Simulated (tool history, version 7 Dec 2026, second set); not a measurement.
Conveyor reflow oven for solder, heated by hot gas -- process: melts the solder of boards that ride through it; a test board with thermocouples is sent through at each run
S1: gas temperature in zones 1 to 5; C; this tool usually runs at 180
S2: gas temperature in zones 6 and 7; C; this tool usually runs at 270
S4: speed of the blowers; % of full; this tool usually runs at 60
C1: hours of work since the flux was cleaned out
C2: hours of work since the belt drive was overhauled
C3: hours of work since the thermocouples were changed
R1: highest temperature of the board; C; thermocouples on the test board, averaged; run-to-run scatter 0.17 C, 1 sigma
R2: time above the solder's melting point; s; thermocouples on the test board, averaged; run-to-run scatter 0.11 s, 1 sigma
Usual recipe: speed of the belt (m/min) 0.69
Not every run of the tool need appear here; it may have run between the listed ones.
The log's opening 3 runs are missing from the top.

run 4 hour=124.4 | S1=180 S2=265 speed_of_the_belt_(m/min)=0.69 S4=60 | C1=90 C2=707 C3=254 | R1=248.4 R2=44.4
run 5 hour=151.4 | S1=180 S2=265 speed_of_the_belt_(m/min)=0.69 S4=60 | C1=106 C2=723 C3=270 | R1=248.6 R2=44.4
run 6 hour=187.5 | S1=180 S2=265 speed_of_the_belt_(m/min)=0.69 S4=60 | C1=128 C2=745 C3=292 | R1=248.3 R2=44.4
run 7 hour=224.6 | S1=180 S2=265 speed_of_the_belt_(m/min)=0.69 S4=60 | C1=151 C2=768 C3=315 | R1=248.2 R2=44.2
run 8 hour=250.5 | S1=180 S2=265 speed_of_the_belt_(m/min)=0.69 S4=60 | C1=167 C2=783 C3=330 | R1=248.5 R2=44.5
run 9 hour=303.6 | S1=168 S2=265 speed_of_the_belt_(m/min)=0.69 S4=60 | C1=199 C2=816 C3=363 | R1=246 R2=39.2
run 10 hour=348.8 | S1=180 S2=279 speed_of_the_belt_(m/min)=0.69 S4=60 | C1=226 C2=843 C3=390 | R1=259.7 R2=50.7
run 11 hour=375.8 | S1=180 S2=278 speed_of_the_belt_(m/min)=0.69 S4=60 | C1=242 C2=859 C3=406 | R1=259.5 R2=50.3
run 12 hour=411 | S1=180 S2=266 speed_of_the_belt_(m/min)=0.69 S4=60 | C1=264 C2=881 C3=428 | R1=249.2 R2=45
run 13 hour=455 | S1=180 S2=270 speed_of_the_belt_(m/min)=0.69 S4=60 | C1=290 C2=907 C3=454 | R1=252.3 R2=46.7
run 14 hour=485.6 | S1=171 S2=270 speed_of_the_belt_(m/min)=0.69 S4=60 | C1=309 C2=926 C3=473 | R1=250.6 R2=43.1
run 15 hour=524.1 | S1=180 S2=270 speed_of_the_belt_(m/min)=0.69 S4=60 | C1=332 C2=949 C3=496 | R1=252.4 R2=46.7
run 16 hour=557.9 | S1=180 S2=270 speed_of_the_belt_(m/min)=0.69 S4=60 | C1=353 C2=970 C3=517 | R1=252.4 R2=47
run 17 hour=609 | S1=193 S2=264 speed_of_the_belt_(m/min)=0.66 S4=60 | C1=384 C2=1001 C3=548 | R1=250.8 R2=53.6
-- hour=644.3 flux residue cleaned out of gas plates and filters
run 18 hour=652.4 | S1=193 S2=264 speed_of_the_belt_(m/min)=0.66 S4=60 | C1=5 C2=1024 C3=571 | R1=251.1 R2=53.4

The next listed run, before its measurement:
-- hour=682.9 belt drive overhauled, speed set with a stopwatch
run 19 hour=697 | S1=193 S2=264 speed_of_the_belt_(m/min)=0.66 S4=60 | C1=29 C2=9 C3=596 | R1=? R2=?

Run 19 came out at R1 251 C, R2 53.6 s.
The same run, on a tool lacking any hidden state, would have yielded R1 251 C, R2 53.6 s.
